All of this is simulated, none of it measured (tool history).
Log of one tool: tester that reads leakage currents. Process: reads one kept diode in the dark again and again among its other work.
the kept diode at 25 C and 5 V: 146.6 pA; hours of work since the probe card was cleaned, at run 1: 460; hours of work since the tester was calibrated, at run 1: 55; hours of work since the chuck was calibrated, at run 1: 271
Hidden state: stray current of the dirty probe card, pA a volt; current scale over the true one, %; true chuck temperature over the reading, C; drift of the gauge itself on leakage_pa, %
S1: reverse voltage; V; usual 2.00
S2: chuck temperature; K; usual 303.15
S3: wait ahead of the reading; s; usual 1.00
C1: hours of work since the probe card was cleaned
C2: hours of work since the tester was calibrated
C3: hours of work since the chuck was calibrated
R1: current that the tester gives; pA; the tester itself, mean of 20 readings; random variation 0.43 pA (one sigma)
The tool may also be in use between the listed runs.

run 1 day=0.000 | S1=2.00 S2=303.15 S3=1.00 | C1=460 C2=55 C3=271 | R1=145.68
run 2 day=1.292 | S1=2.00 S2=303.15 S3=1.00 | C1=474 C2=69 C3=285 | R1=146.77
run 3 day=2.208 | S1=2.00 S2=303.15 S3=1.00 | C1=483 C2=79 C3=294 | R1=147.16
run 4 day=3.462 | S1=2.00 S2=303.15 S3=1.00 | C1=496 C2=92 C3=307 | R1=147.35
run 5 day=4.725 | S1=13.03 S2=303.15 S3=1.00 | C1=509 C2=105 C3=321 | R1=329.19
run 6 day=5.842 | S1=2.00 S2=303.15 S3=1.00 | C1=521 C2=116 C3=332 | R1=147.24
run 7 day=6.942 | S1=2.00 S2=303.15 S3=1.00 | C1=533 C2=128 C3=344 | R1=148.09
run 8 day=7.671 | S1=2.00 S2=303.15 S3=1.00 | C1=540 C2=136 C3=351 | R1=147.78
run 9 day=8.783 | S1=2.00 S2=307.15 S3=1.00 | C1=552 C2=147 C3=363 | R1=195.04
run 10 day=10.162 | S1=2.00 S2=307.15 S3=5.41 | C1=566 C2=162 C3=377 | R1=194.77
run 11 day=10.808 | S1=2.00 S2=307.15 S3=5.41 | C1=573 C2=168 C3=384 | R1=194.57
run 12 day=11.933 | S1=2.00 S2=307.15 S3=5.41 | C1=585 C2=180 C3=396 | R1=194.33
run 13 day=13.275 | S1=2.00 S2=307.15 S3=5.41 | C1=599 C2=194 C3=410 | R1=195.58
run 14 day=14.175 | S1=2.00 S2=307.15 S3=3.91 | C1=608 C2=204 C3=419 | R1=195.74
run 15 day=15.075 | S1=2.00 S2=323.15 S3=1.00 | C1=618 C2=213 C3=429 | R1=546.41
run 16 day=16.196 | S1=2.00 S2=323.15 S3=1.00 | C1=629 C2=225 C3=440 | R1=547.26
run 17 day=17.512 | S1=2.00 S2=303.15 S3=3.14 | C1=643 C2=239 C3=454 | R1=149.36
run 18 day=18.196 | S1=2.00 S2=303.15 S3=1.00 | C1=650 C2=246 C3=461 | R1=149.01
run 19 day=18.921 | S1=2.00 S2=303.15 S3=1.00 | C1=658 C2=253 C3=469 | R1=149.42
run 20 day=19.592 | S1=2.00 S2=315.15 S3=1.00 | C1=665 C2=260 C3=476 | R1=330.89
run 21 day=20.888 | S1=2.00 S2=315.15 S3=1.00 | C1=678 C2=274 C3=490 | R1=334.02
run 22 day=22.312 | S1=2.47 S2=307.15 S3=0.65 | C1=693 C2=289 C3=504 | R1=215.85
run 23 day=23.012 | S1=2.47 S2=307.15 S3=0.65 | C1=701 C2=296 C3=512 | R1=215.71
run 24 day=23.688 | S1=2.47 S2=312.15 S3=6.36 | C1=708 C2=303 C3=519 | R1=302.12
run 25 day=24.525 | S1=10.91 S2=308.15 S3=7.77 | C1=716 C2=312 C3=528 | R1=436.54
run 26 day=25.471 | S1=4.51 S2=308.15 S3=2.95 | C1=726 C2=322 C3=537 | R1=298.39
run 27 day=26.129 | S1=8.25 S2=299.15 S3=9.55 | C1=733 C2=329 C3=544 | R1=209.53
run 28 day=27.392 | S1=2.00 S2=305.15 S3=2.27 | C1=746 C2=342 C3=558 | R1=173.81
run 29 day=28.642 | S1=2.00 S2=305.15 S3=2.27 | C1=760 C2=355 C3=571 | R1=173.83
run 30 day=29.400 | S1=2.00 S2=300.15 S3=8.96 | C1=767 C2=363 C3=579 | R1=122.84
run 31 day=30.742 | S1=18.46 S2=328.15 S3=3.41 | C1=781 C2=377 C3=593 | R1=1914.40
run 32 day=31.646 | S1=1.48 S2=313.15 S3=0.42 | C1=791 C2=386 C3=602 | R1=260.56
run 33 day=32.858 | S1=1.48 S2=313.15 S3=0.42 | C1=804 C2=399 C3=615 | R1=261.43
run 34 day=33.838 | S1=1.48 S2=313.15 S3=0.42 | C1=814 C2=409 C3=625 | R1=262.65
run 35 day=35.088 | S1=2.00 S2=314.15 S3=3.59 | C1=827 C2=422 C3=638 | R1=317.45
run 36 day=35.871 | S1=2.00 S2=314.15 S3=3.59 | C1=835 C2=430 C3=646 | R1=317.28
run 37 day=37.333 | S1=2.51 S2=319.15 S3=0.82 | C1=850 C2=446 C3=662 | R1=483.12
run 38 day=38.733 | S1=2.51 S2=319.15 S3=0.82 | C1=865 C2=460 C3=676 | R1=482.57
run 39 day=39.871 | S1=1.61 S2=321.15 S3=5.70 | C1=877 C2=472 C3=688 | R1=448.76
run 40 day=40.733 | S1=2.00 S2=307.15 S3=0.74 | C1=886 C2=481 C3=697 | R1=201.21

Some steps in R1 between neighbouring runs. How much of each would the tool show without its hidden state too (settings, what came in, random variation), and how much is left for the hidden state, with any gauge scatter that isn't in both results?
Run 16 -> 17: S2 323.15 -> 303.15, S3 1.00 -> 3.14. R1 -397.90 pA: hidden state -11.94, all else -385.96.
Run 30 -> 31: S1 2.00 -> 18.46, S2 300.15 -> 328.15, S3 8.96 -> 3.41. R1 +1791.56 pA: hidden state +88.84, all else +1702.72.
Run 31 -> 32: S1 18.46 -> 1.48, S2 328.15 -> 313.15, S3 3.41 -> 0.42. R1 -1653.84 pA: hidden state -82.76, all else -1571.08.
